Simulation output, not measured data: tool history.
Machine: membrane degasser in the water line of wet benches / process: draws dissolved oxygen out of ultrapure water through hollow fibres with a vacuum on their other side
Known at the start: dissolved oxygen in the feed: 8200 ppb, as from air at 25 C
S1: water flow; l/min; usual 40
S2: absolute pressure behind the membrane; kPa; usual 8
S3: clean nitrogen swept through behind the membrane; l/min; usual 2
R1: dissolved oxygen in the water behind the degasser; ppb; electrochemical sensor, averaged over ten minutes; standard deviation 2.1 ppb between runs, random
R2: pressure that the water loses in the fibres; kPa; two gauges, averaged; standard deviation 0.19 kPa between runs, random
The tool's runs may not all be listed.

run 1 hour=0 | S1=40 S2=8 S3=2 | R1=237.3 R2=37.68
run 2 hour=49.4 | S1=40 S2=8 S3=2 | R1=234.9 R2=38.02
run 3 hour=113 | S1=40 S2=8 S3=3.3 | R1=162 R2=37.9
run 4 hour=150.6 | S1=40 S2=8 S3=3.3 | R1=162.5 R2=38.09
run 5 hour=196 | S1=40 S2=8 S3=3.3 | R1=161.4 R2=38.3
run 6 hour=225.7 | S1=40 S2=8 S3=3.3 | R1=162.2 R2=38.14
run 7 hour=288.6 | S1=46 S2=8 S3=3.3 | R1=199.8 R2=43.58
run 8 hour=329.6 | S1=40 S2=8 S3=2 | R1=245.4 R2=37.57
run 9 hour=369.9 | S1=40 S2=8 S3=2 | R1=238 R2=38.31
run 10 hour=410.3 | S1=40 S2=8 S3=2 | R1=240.7 R2=37.94
run 11 hour=473.2 | S1=40 S2=8 S3=2 | R1=239.7 R2=38.09
run 12 hour=504.5 | S1=40 S2=8 S3=2 | R1=236.6 R2=38.24
run 13 hour=560.9 | S1=40 S2=8 S3=2 | R1=240.5 R2=38.02
run 14 hour=598.7 | S1=37 S2=6.57 S3=2.76 | R1=126.3 R2=35.36
run 15 hour=629.8 | S1=26 S2=12.4 S3=2.65 | R1=215.7 R2=24.75
run 16 hour=682.3 | S1=24 S2=12.4 S3=5.12 | R1=107 R2=22.88
run 17 hour=720.5 | S1=24 S2=12.4 S3=5.12 | R1=108.6 R2=23.14
run 18 hour=777.4 | S1=24 S2=6.36 S3=3.93 | R1=50.8 R2=23.32
-- hour=781.2 vacuum gauge calibrated
run 19 hour=815.7 | S1=24 S2=6.36 S3=3.93 | R1=52.2 R2=23.1
run 20 hour=845.2 | S1=24 S2=6.36 S3=3.93 | R1=52 R2=23.13
run 21 hour=895.4 | S1=24 S2=6.36 S3=3.93 | R1=52.5 R2=23.16
-- hour=950.3 vacuum gauge calibrated, once more
run 22 hour=955.1 | S1=28 S2=6.69 S3=1.55 | R1=146.2 R2=26.79
run 23 hour=981.3 | S1=47 S2=8 S3=4.84 | R1=163.3 R2=45.19
run 24 hour=1014.6 | S1=47 S2=17.52 S3=3.74 | R1=455.9 R2=45.35
run 25 hour=1061 | S1=47 S2=7.5 S3=3.74 | R1=180.6 R2=44.83
run 26 hour=1104.9 | S1=58 S2=12.16 S3=1.83 | R1=676.2 R2=55.36

Below, each run's measurement less what the same run would have read without the hidden state. Both values contain the same run-to-run variation, but the gauge's scatter may not be the same in both:
What the log doesn't record here: membrane still open, %; true pressure behind the membrane over the reading, kPa; air that leaks in behind the membrane, l/min; drift of the gauge itself on oxygen_ppb, %; drift of the gauge itself on loss_of_pressure_kpa, %.
run=1 R1=+7.2 R2=+0.33
run=2 R1=+7.3 R2=+0.34
run=3 R1=+5.7 R2=+0.35
run=4 R1=+5.8 R2=+0.36
run=5 R1=+5.9 R2=+0.37
run=6 R1=+6 R2=+0.37
run=7 R1=+7.3 R2=+0.44
run=8 R1=+8.5 R2=+0.4
run=9 R1=+8.3 R2=+0.41
run=10 R1=+8.6 R2=+0.41
run=11 R1=+8.7 R2=+0.42
run=12 R1=+8.7 R2=+0.42
run=13 R1=+8.9 R2=+0.44
run=14 R1=+6.6 R2=+0.41
run=15 R1=+6.7 R2=+0.3
run=16 R1=+3.8 R2=+0.28
run=17 R1=+3.9 R2=+0.29
run=18 R1=+3.3 R2=+0.29
run=19 R1=+4.5 R2=+0.3
run=20 R1=+4.5 R2=+0.3
run=21 R1=+4.6 R2=+0.31
run=22 R1=+2.8 R2=+0.37
run=23 R1=+5.1 R2=+0.63
run=24 R1=+7.5 R2=+0.64
run=25 R1=+5.6 R2=+0.64
run=26 R1=+9.8 R2=+0.81
